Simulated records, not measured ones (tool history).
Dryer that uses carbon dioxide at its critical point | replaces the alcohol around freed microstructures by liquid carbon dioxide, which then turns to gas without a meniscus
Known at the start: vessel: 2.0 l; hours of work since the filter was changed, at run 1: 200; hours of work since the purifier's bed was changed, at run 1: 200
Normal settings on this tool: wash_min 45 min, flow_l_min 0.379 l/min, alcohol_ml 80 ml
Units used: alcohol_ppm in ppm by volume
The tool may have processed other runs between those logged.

run    hour  wash_min  flow_l_min  alcohol_ml  hours of work since the filter was changed  hours of work since the purifier's bed was changed  alcohol_ppm
  1       0        45       0.379          80                                         200                                                 200          164
  2    38.5        45       0.321          80                                         216                                                 216          330
  3    82.1        45       0.321          80                                         233                                                 233          335
  4   119.2        45       0.379          80                                         248                                                 248          192
  5   168.2        45       0.423          80                                         268                                                 268          115
  6   237.1        45       0.379          80                                         296                                                 296          196
  7   270.1        45       0.379          80                                         309                                                 309          223
  8   309.6        45       0.379          80                                         325                                                 325          218
      325.9  -- inlet filter changed
  9   346.4        45       0.279          80                                           8                                                 339          397
 10   395.5        45       0.279          80                                          28                                                 359          419
 11     436        45       0.279          80                                          44                                                 376          456
 12   499.1        45       0.279          80                                          70                                                 401          466
 13   570.4        45       0.379          80                                          99                                                 430          156
 14   601.5        45       0.379          80                                         111                                                 443          174
 15     660        45       0.379          80                                         135                                                 466          200
 16   729.6        45       0.467          80                                         163                                                 494          122
 17   763.8        45       0.467          80                                         177                                                 508          128
 18   801.5        45       0.602          77                                         192                                                 523          112
 19   860.3        45       0.602          77                                         216                                                 547          115
 20   909.8        51       0.635          27                                         236                                                 567          117
 21   975.1        40       0.378          44                                         262                                                 593          247
 22  1025.2        39       0.379          70                                         282                                                 614          363
 23  1067.4        39       0.379          70                                         300                                                 631          367
 24  1122.7        38       0.368          31                                         322                                                 653          280
     1145.9  -- inlet filter changed
 25  1191.1        45       0.379          98                                          18                                                 680          213
 26  1259.3        45       0.379          63                                          46                                                 708          200
 27  1313.3        48       0.642          27                                          68                                                 730          143
 28  1346.7        48       0.642          27                                          81                                                 743          148
 29  1387.4        48       0.642          27                                          98                                                 760          156
 30    1431        39       0.303          80                                         115                                                 777          721
 31  1480.6        41       0.243          33                                         135                                                 797          644
 32  1541.4        41       0.243          33                                         160                                                 822          631
     1592.7  -- purifier's bed changed
 33  1598.2        41       0.243          33                                         181                                                   2          511

Measured result minus the same run's result without the hidden state. Both carry the same run-to-run variation, though not necessarily the same gauge scatter:
The tool's hidden condition here consists of: flow that reaches the vessel past the clogged filter, %; alcohol in the recycled carbon dioxide, ppm; drift of the gauge itself on alcohol_ppm, %.
run  alcohol_ppm
  1          +92
  2         +167
  3         +177
  4         +119
  5          +93
  6         +142
  7         +151
  8         +158
  9          +77
 10          +93
 11         +113
 12         +136
 13         +103
 14         +109
 15         +125
 16         +107
 17         +113
 18         +104
 19         +111
 20         +111
 21         +180
 22         +238
 23         +251
 24         +202
 25         +136
 26         +149
 27         +140
 28         +141
 29         +149
 30         +280
 31         +266
 32         +277
 33         +143

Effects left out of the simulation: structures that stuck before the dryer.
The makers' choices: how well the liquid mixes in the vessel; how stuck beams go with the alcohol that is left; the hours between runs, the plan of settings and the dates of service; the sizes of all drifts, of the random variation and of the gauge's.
